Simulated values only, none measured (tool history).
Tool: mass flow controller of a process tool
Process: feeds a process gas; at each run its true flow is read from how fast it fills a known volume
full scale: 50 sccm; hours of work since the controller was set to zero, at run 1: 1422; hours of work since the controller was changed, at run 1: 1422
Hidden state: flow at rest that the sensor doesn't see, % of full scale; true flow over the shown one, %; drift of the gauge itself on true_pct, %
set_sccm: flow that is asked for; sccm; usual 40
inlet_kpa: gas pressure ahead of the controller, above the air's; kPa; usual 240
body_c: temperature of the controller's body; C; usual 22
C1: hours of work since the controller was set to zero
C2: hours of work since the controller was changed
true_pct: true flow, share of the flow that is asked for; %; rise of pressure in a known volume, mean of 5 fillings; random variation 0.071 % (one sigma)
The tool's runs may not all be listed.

{"run": 1, "hour": 0.0, "set_sccm": 40, "inlet_kpa": 240, "body_c": 22, "C1": 1422, "C2": 1422, "true_pct": 100.35}
{"run": 2, "hour": 113.2, "set_sccm": 40, "inlet_kpa": 240, "body_c": 28, "C1": 1475, "C2": 1475, "true_pct": 100.67}
{"run": 3, "hour": 196.0, "set_sccm": 44, "inlet_kpa": 240, "body_c": 22, "C1": 1515, "C2": 1515, "true_pct": 100.68}
{"run": 4, "hour": 294.5, "set_sccm": 44, "inlet_kpa": 240, "body_c": 22, "C1": 1561, "C2": 1561, "true_pct": 100.75}
{"run": 5, "hour": 429.5, "set_sccm": 44, "inlet_kpa": 240, "body_c": 22, "C1": 1625, "C2": 1625, "true_pct": 100.83}
{"run": 6, "hour": 536.1, "set_sccm": 26, "inlet_kpa": 179, "body_c": 24, "C1": 1676, "C2": 1676, "true_pct": 99.38}
{"run": 7, "hour": 643.1, "set_sccm": 10, "inlet_kpa": 203, "body_c": 21, "C1": 1726, "C2": 1726, "true_pct": 99.2}
{"run": 8, "hour": 721.1, "set_sccm": 19, "inlet_kpa": 174, "body_c": 22, "C1": 1763, "C2": 1763, "true_pct": 99.31}
{"run": 9, "hour": 819.4, "set_sccm": 16, "inlet_kpa": 197, "body_c": 24, "C1": 1810, "C2": 1810, "true_pct": 99.29}
{"run": 10, "hour": 916.5, "set_sccm": 40, "inlet_kpa": 240, "body_c": 24, "C1": 1856, "C2": 1856, "true_pct": 100.62}

3 ways to go on from here, each from the tool as it stands after run 10. What would each give?
{"run": "A", "hour": 1019.8, "set_sccm": 35, "inlet_kpa": 220, "body_c": 39, "C1": 1905, "C2": 1905, "true_pct": "?"}
{"run": "B", "hour": 1019.8, "set_sccm": 10, "inlet_kpa": 213, "body_c": 33, "C1": 1905, "C2": 1905, "true_pct": "?"}
{"run": "C", "hour": 1019.8, "set_sccm": 10, "inlet_kpa": 240, "body_c": 22, "C1": 1905, "C2": 1905, "true_pct": "?"}

run=A true_pct=100.78
run=B true_pct=99.84
run=C true_pct=99.57
Without the tool's hidden state the same runs would have given:
run=A true_pct=99.65
run=B true_pct=97.76
run=C true_pct=97.49
